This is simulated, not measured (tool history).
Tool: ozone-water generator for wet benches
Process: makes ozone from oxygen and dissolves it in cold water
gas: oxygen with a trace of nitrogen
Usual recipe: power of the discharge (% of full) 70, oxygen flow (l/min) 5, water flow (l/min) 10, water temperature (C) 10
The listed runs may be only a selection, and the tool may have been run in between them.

| run | hour | power of the discharge (% of full) | oxygen flow (l/min) | water flow (l/min) | water temperature (C) | dissolved ozone (ppm) | ozone in the gas ahead of the water (g/m3) |
|---|---|---|---|---|---|---|---|
| 1 | 0 | 70 | 5 | 10 | 10 | 42.3 | 247.7 |
| 2 | 54.9 | 70 | 5 | 10 | 10 | 42.2 | 247.6 |
| 3 | 97.9 | 70 | 5 | 10 | 10 | 42.3 | 249.1 |
| 4 | 174 | 70 | 5 | 10 | 10 | 41.9 | 250.1 |
| 5 | 268.6 | 70 | 5 | 10 | 10 | 41.7 | 247.8 |
| 6 | 361.4 | 70 | 5 | 15 | 10 | 29.8 | 249.1 |
| 7 | 465.2 | 70 | 5 | 10 | 10 | 42 | 248.5 |
| 8 | 537.9 | 70 | 5 | 10 | 10 | 42.4 | 250.3 |
| 9 | 613.6 | 70 | 5 | 10 | 10 | 42 | 250 |
| 10 | 666.5 | 70 | 5 | 10 | 10 | 42 | 248 |
| 11 | 765.2 | 70 | 5 | 10 | 10 | 42.5 | 248.5 |
| 12 | 861.6 | 70 | 5 | 10 | 10 | 41.8 | 248.8 |
| 13 | 940.6 | 70 | 5 | 10 | 10 | 42.2 | 250.8 |
| 14 | 1037.3 | 70 | 5 | 10 | 10 | 42.2 | 249.4 |
| 15 | 1087.9 | 70 | 5 | 10 | 14 | 39.2 | 250.9 |
| 16 | 1137.4 | 70 | 5 | 10 | 14 | 39.1 | 252 |
| 17 | 1213.1 | 70 | 2.58 | 10 | 14 | 41.5 | 372.1 |
| 18 | 1284.9 | 70 | 5.87 | 10 | 10 | 41.1 | 228.8 |
| 19 | 1384.4 | 51 | 3.21 | 6 | 8 | 55 | 267.7 |
| 20 | 1479.6 | 95 | 3.22 | 15 | 16 | 34.1 | 397.2 |
| 21 | 1582.7 | 95 | 3.22 | 16 | 16 | 31.2 | 398.9 |
| 22 | 1638.3 | 57 | 3.64 | 16 | 9 | 25.2 | 267.6 |
| 23 | 1720.7 | 57 | 3.64 | 16 | 9 | 25 | 268.7 |
| 24 | 1821.3 | 57 | 3.64 | 16 | 9 | 24.8 | 266.8 |
| 25 | 1922.7 | 70 | 8.41 | 10 | 9 | 38.7 | 185.6 |
| 26 | 1972.2 | 70 | 8.41 | 10 | 9 | 38.8 | 186.8 |
| 27 | 2073.2 | 70 | 5 | 10 | 10 | 42.3 | 255.1 |
| 28 | 2168.4 | 70 | 5 | 9 | 10 | 46.1 | 255 |
| 29 | 2220.6 | 70 | 5 | 9 | 10 | 45.9 | 254.9 |
| 30 | 2282.6 | 50 | 2.71 | 10 | 10 | 35.8 | 298.8 |
| 31 | 2360.7 | 70 | 6.38 | 13 | 8 | 34.3 | 219.1 |
|  | 2370.7 | gauge calibrated |
| 32 | 2413.7 | 70 | 6.38 | 13 | 8 | 34 | 213.2 |

Some steps in ozone in the gas ahead of the water (g/m3) between neighbouring runs. How much of each would the tool show without its hidden state too (settings, what came in, random variation), and how much is left for the hidden state, with any gauge scatter that isn't in both results?
Hidden state present: yield of the discharge, % of new electrodes'; contactor's efficiency, % of a clean one's; true water temperature over the reading, C; drift of the gauge itself on ozone_ppm, %; drift of the gauge itself on gas_g_m3, %.
Run 17 -> 18: oxygen flow (l/min) 2.58 -> 5.87, water temperature (C) 14 -> 10. ozone in the gas ahead of the water (g/m3) -143.3: hidden state -1.6, all else -141.7.
Run 19 -> 20: power of the discharge (% of full) 51 -> 95, oxygen flow (l/min) 3.21 -> 3.22, water flow (l/min) 6 -> 15, water temperature (C) 8 -> 16. ozone in the gas ahead of the water (g/m3) +129.5: hidden state +2.1, all else +127.4.
Run 21 -> 22: power of the discharge (% of full) 95 -> 57, oxygen flow (l/min) 3.22 -> 3.64, water temperature (C) 16 -> 9. ozone in the gas ahead of the water (g/m3) -131.3: hidden state -1.9, all else -129.4.
Run 31 -> 32: gauge calibrated. ozone in the gas ahead of the water (g/m3) -5.9: hidden state -5.6, all else -0.3.
